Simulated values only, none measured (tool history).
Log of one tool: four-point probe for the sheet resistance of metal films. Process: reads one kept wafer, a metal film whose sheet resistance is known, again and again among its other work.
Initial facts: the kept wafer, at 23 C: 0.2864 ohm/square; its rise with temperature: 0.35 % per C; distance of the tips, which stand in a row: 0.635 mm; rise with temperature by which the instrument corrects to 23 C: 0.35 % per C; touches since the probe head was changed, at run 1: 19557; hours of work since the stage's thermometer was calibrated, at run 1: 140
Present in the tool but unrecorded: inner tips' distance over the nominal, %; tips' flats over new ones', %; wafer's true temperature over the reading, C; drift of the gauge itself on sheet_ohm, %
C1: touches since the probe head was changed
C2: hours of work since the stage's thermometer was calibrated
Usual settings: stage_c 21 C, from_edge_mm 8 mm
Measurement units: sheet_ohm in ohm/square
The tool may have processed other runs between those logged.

{"run": 1, "hour": 0.0, "stage_c": 21, "from_edge_mm": 8, "C1": 19557, "C2": 140, "sheet_ohm": 0.288196}
{"run": 2, "hour": 13.4, "stage_c": 21, "from_edge_mm": 8, "C1": 20284, "C2": 149, "sheet_ohm": 0.288208}
{"run": 3, "hour": 25.4, "stage_c": 21, "from_edge_mm": 8, "C1": 20940, "C2": 158, "sheet_ohm": 0.288253}
{"run": 4, "hour": 36.9, "stage_c": 21, "from_edge_mm": 9, "C1": 21562, "C2": 166, "sheet_ohm": 0.288088}
{"run": 5, "hour": 51.2, "stage_c": 21, "from_edge_mm": 10, "C1": 22343, "C2": 176, "sheet_ohm": 0.287888}
{"run": 6, "hour": 60.0, "stage_c": 21, "from_edge_mm": 10, "C1": 22820, "C2": 183, "sheet_ohm": 0.28783}
{"run": 7, "hour": 69.4, "stage_c": 21, "from_edge_mm": 10, "C1": 23333, "C2": 189, "sheet_ohm": 0.287963}
{"run": 8, "hour": 83.9, "stage_c": 21, "from_edge_mm": 10, "C1": 24118, "C2": 200, "sheet_ohm": 0.287905}
{"run": 9, "hour": 94.6, "stage_c": 21, "from_edge_mm": 30, "C1": 24704, "C2": 207, "sheet_ohm": 0.287345}
{"run": 10, "hour": 107.1, "stage_c": 21, "from_edge_mm": 63, "C1": 25383, "C2": 216, "sheet_ohm": 0.287476}
{"run": 11, "hour": 117.8, "stage_c": 21, "from_edge_mm": 8, "C1": 25966, "C2": 224, "sheet_ohm": 0.288464}
{"run": 12, "hour": 130.1, "stage_c": 21, "from_edge_mm": 37, "C1": 26631, "C2": 233, "sheet_ohm": 0.287415}
{"run": 13, "hour": 143.0, "stage_c": 21, "from_edge_mm": 37, "C1": 27335, "C2": 242, "sheet_ohm": 0.287387}
{"run": 14, "hour": 155.0, "stage_c": 21, "from_edge_mm": 37, "C1": 27987, "C2": 250, "sheet_ohm": 0.287406}
{"run": 15, "hour": 161.4, "stage_c": 21, "from_edge_mm": 37, "C1": 28333, "C2": 255, "sheet_ohm": 0.287433}
{"run": 16, "hour": 170.7, "stage_c": 27, "from_edge_mm": 4, "C1": 28841, "C2": 262, "sheet_ohm": 0.291303}
{"run": 17, "hour": 185.7, "stage_c": 31, "from_edge_mm": 14, "C1": 29659, "C2": 272, "sheet_ohm": 0.287831}
{"run": 18, "hour": 195.8, "stage_c": 32, "from_edge_mm": 44, "C1": 30207, "C2": 280, "sheet_ohm": 0.287409}
{"run": 19, "hour": 210.9, "stage_c": 32, "from_edge_mm": 44, "C1": 31026, "C2": 290, "sheet_ohm": 0.287542}
{"run": 20, "hour": 222.8, "stage_c": 25, "from_edge_mm": 4, "C1": 31674, "C2": 299, "sheet_ohm": 0.291277}
{"run": 21, "hour": 236.0, "stage_c": 30, "from_edge_mm": 16, "C1": 32391, "C2": 308, "sheet_ohm": 0.287675}
{"run": 22, "hour": 245.2, "stage_c": 30, "from_edge_mm": 16, "C1": 32892, "C2": 315, "sheet_ohm": 0.287693}
{"run": 23, "hour": 256.5, "stage_c": 20, "from_edge_mm": 4, "C1": 33506, "C2": 323, "sheet_ohm": 0.291247}
{"run": 24, "hour": 264.6, "stage_c": 21, "from_edge_mm": 11, "C1": 33948, "C2": 329, "sheet_ohm": 0.288022}

Predict each of these 5 candidate next runs independently; none follows another, all start after run 24:
{"run": "A", "hour": 278.9, "stage_c": 27, "from_edge_mm": 11, "C1": 34725, "C2": 339, "sheet_ohm": "?"}
{"run": "B", "hour": 278.9, "stage_c": 26, "from_edge_mm": 5, "C1": 34725, "C2": 339, "sheet_ohm": "?"}
{"run": "C", "hour": 278.9, "stage_c": 35, "from_edge_mm": 4, "C1": 34725, "C2": 339, "sheet_ohm": "?"}
{"run": "D", "hour": 278.9, "stage_c": 34, "from_edge_mm": 8, "C1": 34725, "C2": 339, "sheet_ohm": "?"}
{"run": "E", "hour": 278.9, "stage_c": 22, "from_edge_mm": 12, "C1": 34725, "C2": 339, "sheet_ohm": "?"}

run=A sheet_ohm=0.287987
run=B sheet_ohm=0.289986
run=C sheet_ohm=0.291381
run=D sheet_ohm=0.288426
run=E sheet_ohm=0.287957
Without the tool's unlogged condition, the same runs would have read:
run=A sheet_ohm=0.286874
run=B sheet_ohm=0.288866
run=C sheet_ohm=0.290252
run=D sheet_ohm=0.287308
run=E sheet_ohm=0.286846

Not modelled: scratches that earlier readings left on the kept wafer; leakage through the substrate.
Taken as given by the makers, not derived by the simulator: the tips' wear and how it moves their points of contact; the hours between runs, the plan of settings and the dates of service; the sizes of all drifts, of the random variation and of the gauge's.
